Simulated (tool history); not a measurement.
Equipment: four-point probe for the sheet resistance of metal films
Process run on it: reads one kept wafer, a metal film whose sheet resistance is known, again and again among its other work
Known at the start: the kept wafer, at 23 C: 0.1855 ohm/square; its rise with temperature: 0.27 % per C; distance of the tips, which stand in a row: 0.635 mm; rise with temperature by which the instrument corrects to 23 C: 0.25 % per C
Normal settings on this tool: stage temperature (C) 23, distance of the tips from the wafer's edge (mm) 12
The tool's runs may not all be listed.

| run | hour | stage temperature (C) | distance of the tips from the wafer's edge (mm) | sheet resistance as the instrument gives it (ohm/square) |
|---|---|---|---|---|
| 1 | 0 | 23 | 12 | 0.187592 |
| 2 | 31.5 | 23 | 12 | 0.187478 |
| 3 | 56.3 | 29 | 12 | 0.187742 |
| 4 | 70.9 | 29 | 12 | 0.187925 |
| 5 | 91.1 | 29 | 12 | 0.18784 |
| 6 | 109.3 | 29 | 12 | 0.187918 |
| 7 | 136.4 | 29 | 12 | 0.187897 |
| 8 | 160.6 | 29 | 12 | 0.187882 |
| 9 | 174.9 | 29 | 12 | 0.187924 |
| 10 | 204.3 | 29 | 12 | 0.187946 |
| 11 | 225.6 | 28 | 19 | 0.187748 |
| 12 | 250.1 | 25 | 33 | 0.18758 |
| 13 | 283.5 | 18 | 34 | 0.187401 |
| 14 | 315.6 | 18 | 34 | 0.187431 |

Below, some changes in sheet resistance as the instrument gives it (ohm/square) between adjacent runs. For each, the amount present without the hidden state too (settings, incoming material, random variation) and the amount remaining for the hidden state with gauge scatter not shared by both compared results:
The hidden state here: inner tips' distance over the nominal, %; tips' flats over new ones', %; wafer's true temperature over the reading, C; drift of the gauge itself on sheet_ohm, %.
Run 2 -> 3: stage temperature (C) 23 -> 29. sheet resistance as the instrument gives it (ohm/square) +0.000264: hidden state +0.000025, all else +0.000239.
Run 12 -> 13: stage temperature (C) 25 -> 18, distance of the tips from the wafer's edge (mm) 33 -> 34. sheet resistance as the instrument gives it (ohm/square) -0.000179: hidden state +0.000029, all else -0.000208.

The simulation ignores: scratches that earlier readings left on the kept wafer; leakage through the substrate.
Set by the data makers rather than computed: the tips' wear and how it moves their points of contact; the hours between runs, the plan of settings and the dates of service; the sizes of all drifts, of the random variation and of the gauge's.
